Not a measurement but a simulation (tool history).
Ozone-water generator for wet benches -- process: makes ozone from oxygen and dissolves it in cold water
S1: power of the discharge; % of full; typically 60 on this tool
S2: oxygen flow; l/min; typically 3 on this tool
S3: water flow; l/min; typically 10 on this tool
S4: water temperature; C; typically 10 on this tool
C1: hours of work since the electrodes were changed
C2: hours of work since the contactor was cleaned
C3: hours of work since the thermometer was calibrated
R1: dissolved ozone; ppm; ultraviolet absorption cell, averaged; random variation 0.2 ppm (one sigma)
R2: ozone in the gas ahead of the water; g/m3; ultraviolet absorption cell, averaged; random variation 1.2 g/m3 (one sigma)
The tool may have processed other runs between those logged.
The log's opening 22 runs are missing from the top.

{"run": 23, "hour": 722.8, "S1": 57, "S2": 3, "S3": 10, "S4": 7, "C1": 872, "C2": 5198, "C3": 4670, "R1": 27.8, "R2": 207.7}
{"run": 24, "hour": 743.6, "S1": 85, "S2": 3, "S3": 14, "S4": 10, "C1": 887, "C2": 5214, "C3": 4686, "R1": 23.4, "R2": 261.4}
{"run": 25, "hour": 771.8, "S1": 88, "S2": 2.61, "S3": 15, "S4": 13, "C1": 908, "C2": 5234, "C3": 4707, "R1": 21.5, "R2": 293}
{"run": 26, "hour": 808.6, "S1": 88, "S2": 2.61, "S3": 15, "S4": 13, "C1": 935, "C2": 5262, "C3": 4734, "R1": 21.6, "R2": 289.5}
{"run": 27, "hour": 854.2, "S1": 88, "S2": 2.61, "S3": 15, "S4": 13, "C1": 969, "C2": 5295, "C3": 4767, "R1": 21.4, "R2": 291.8}
{"run": 28, "hour": 899.0, "S1": 88, "S2": 2.61, "S3": 15, "S4": 13, "C1": 1002, "C2": 5328, "C3": 4801, "R1": 21.7, "R2": 293.1}
{"run": 29, "hour": 945.8, "S1": 99, "S2": 3, "S3": 10, "S4": 10, "C1": 1037, "C2": 5363, "C3": 4835, "R1": 36.5, "R2": 285.9}
{"run": 30, "hour": 982.2, "S1": 72, "S2": 3, "S3": 12, "S4": 5, "C1": 1064, "C2": 5390, "C3": 4862, "R1": 26.9, "R2": 236.9}
{"run": 31, "hour": 1012.5, "S1": 72, "S2": 3.21, "S3": 13, "S4": 5, "C1": 1086, "C2": 5412, "C3": 4884, "R1": 24.8, "R2": 227.9}
{"run": 32, "hour": 1046.3, "S1": 66, "S2": 3.76, "S3": 13, "S4": 5, "C1": 1111, "C2": 5437, "C3": 4909, "R1": 23.5, "R2": 194.6}

Forecast each of these 5 alternatives for the next run:
{"run": "A", "hour": 1067.2, "S1": 54, "S2": 4.71, "S3": 13, "S4": 5, "C1": 1126, "C2": 5453, "C3": 4925, "R1": "?", "R2": "?"}
{"run": "B", "hour": 1067.2, "S1": 67, "S2": 1.93, "S3": 7, "S4": 10, "C1": 1126, "C2": 5453, "C3": 4925, "R1": "?", "R2": "?"}
{"run": "C", "hour": 1067.2, "S1": 60, "S2": 3, "S3": 6, "S4": 10, "C1": 1126, "C2": 5453, "C3": 4925, "R1": "?", "R2": "?"}
{"run": "D", "hour": 1067.2, "S1": 42, "S2": 3, "S3": 11, "S4": 10, "C1": 1126, "C2": 5453, "C3": 4925, "R1": "?", "R2": "?"}
{"run": "E", "hour": 1067.2, "S1": 66, "S2": 2.63, "S3": 12, "S4": 15, "C1": 1126, "C2": 5453, "C3": 4925, "R1": "?", "R2": "?"}

run=A R1=20.9 R2=149.1
run=B R1=41.3 R2=298.7
run=C R1=41.4 R2=211.9
run=D R1=19.9 R2=171.9
run=E R1=22.5 R2=242.7
Stripped of hidden state, with their random variation kept, the same runs would have yielded:
run=A R1=21.7 R2=151.1
run=B R1=42.6 R2=303.3
run=C R1=42.6 R2=214.9
run=D R1=20.6 R2=173.8
run=E R1=23.4 R2=246.4

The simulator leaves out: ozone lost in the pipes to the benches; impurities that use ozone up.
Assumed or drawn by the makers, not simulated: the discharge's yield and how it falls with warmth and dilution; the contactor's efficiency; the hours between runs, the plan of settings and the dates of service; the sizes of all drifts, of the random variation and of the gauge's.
